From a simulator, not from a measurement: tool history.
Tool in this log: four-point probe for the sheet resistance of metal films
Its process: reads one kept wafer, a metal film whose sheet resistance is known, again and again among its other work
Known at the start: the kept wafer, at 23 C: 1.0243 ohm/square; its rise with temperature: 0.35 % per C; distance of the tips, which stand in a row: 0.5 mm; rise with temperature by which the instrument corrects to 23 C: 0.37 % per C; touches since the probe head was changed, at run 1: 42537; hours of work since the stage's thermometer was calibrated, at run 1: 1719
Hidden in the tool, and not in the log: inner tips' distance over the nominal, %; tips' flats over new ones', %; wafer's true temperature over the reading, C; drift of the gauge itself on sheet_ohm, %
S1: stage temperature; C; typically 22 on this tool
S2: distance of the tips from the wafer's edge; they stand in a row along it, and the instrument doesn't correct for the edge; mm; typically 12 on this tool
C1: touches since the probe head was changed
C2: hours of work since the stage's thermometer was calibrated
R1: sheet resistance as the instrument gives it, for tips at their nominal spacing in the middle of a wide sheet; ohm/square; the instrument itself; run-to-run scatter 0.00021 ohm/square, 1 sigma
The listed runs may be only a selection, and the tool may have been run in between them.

| run | hour | S1 | S2 | C1 | C2 | R1 |
|---|---|---|---|---|---|---|
| 1 | 0.0 | 22 | 12 | 42537 | 1719 | 1.026129 |
| 2 | 59.5 | 22 | 12 | 45897 | 1761 | 1.025490 |
| 3 | 124.5 | 28 | 12 | 49564 | 1808 | 1.023977 |
| 4 | 180.7 | 28 | 16 | 52742 | 1849 | 1.024389 |
| 5 | 242.8 | 28 | 16 | 56242 | 1893 | 1.024024 |
| 6 | 273.3 | 28 | 16 | 57966 | 1915 | 1.024071 |
| 7 | 332.6 | 24 | 12 | 61316 | 1958 | 1.025462 |
|  | 372.5 | stage's thermometer calibrated |
| 8 | 397.2 | 24 | 12 | 64931 | 18 | 1.024940 |
| 9 | 463.8 | 22 | 12 | 68694 | 66 | 1.025514 |
| 10 | 510.3 | 22 | 12 | 71319 | 99 | 1.025716 |
| 11 | 545.1 | 22 | 40 | 73284 | 124 | 1.024893 |
| 12 | 601.9 | 29 | 12 | 76491 | 165 | 1.024163 |
| 13 | 666.4 | 29 | 12 | 80132 | 211 | 1.023958 |
| 14 | 727.5 | 29 | 12 | 83580 | 255 | 1.024082 |
| 15 | 797.6 | 28 | 23 | 87540 | 306 | 1.023748 |
| 16 | 841.4 | 24 | 53 | 90015 | 337 | 1.024523 |
| 17 | 882.4 | 24 | 53 | 92327 | 367 | 1.024051 |
| 18 | 937.9 | 18 | 12 | 95461 | 406 | 1.026459 |
| 19 | 979.8 | 32 | 25 | 97828 | 437 | 1.022821 |
| 20 | 1042.4 | 32 | 25 | 101364 | 482 | 1.022953 |
| 21 | 1104.3 | 32 | 25 | 104856 | 526 | 1.022795 |
| 22 | 1133.5 | 22 | 39 | 106503 | 547 | 1.024583 |
| 23 | 1181.9 | 22 | 39 | 109235 | 582 | 1.025064 |

Forecast each of these 5 alternatives for the next run:
| A | 1249.8 | 34 | 15 | 113073 | 631 | ? |
| B | 1249.8 | 33 | 8 | 113073 | 631 | ? |
| C | 1249.8 | 24 | 8 | 113073 | 631 | ? |
| D | 1249.8 | 23 | 39 | 113073 | 631 | ? |
| E | 1249.8 | 26 | 4 | 113073 | 631 | ? |

| run | R1 |
|---|---|
| A | 1.023251 |
| B | 1.025104 |
| C | 1.026577 |
| D | 1.024910 |
| E | 1.032752 |
The same runs, with their run-to-run variation unchanged, on a tool lacking any hidden condition would have given:
| run | R1 |
|---|---|
| A | 1.023154 |
| B | 1.025007 |
| C | 1.026479 |
| D | 1.024813 |
| E | 1.032655 |
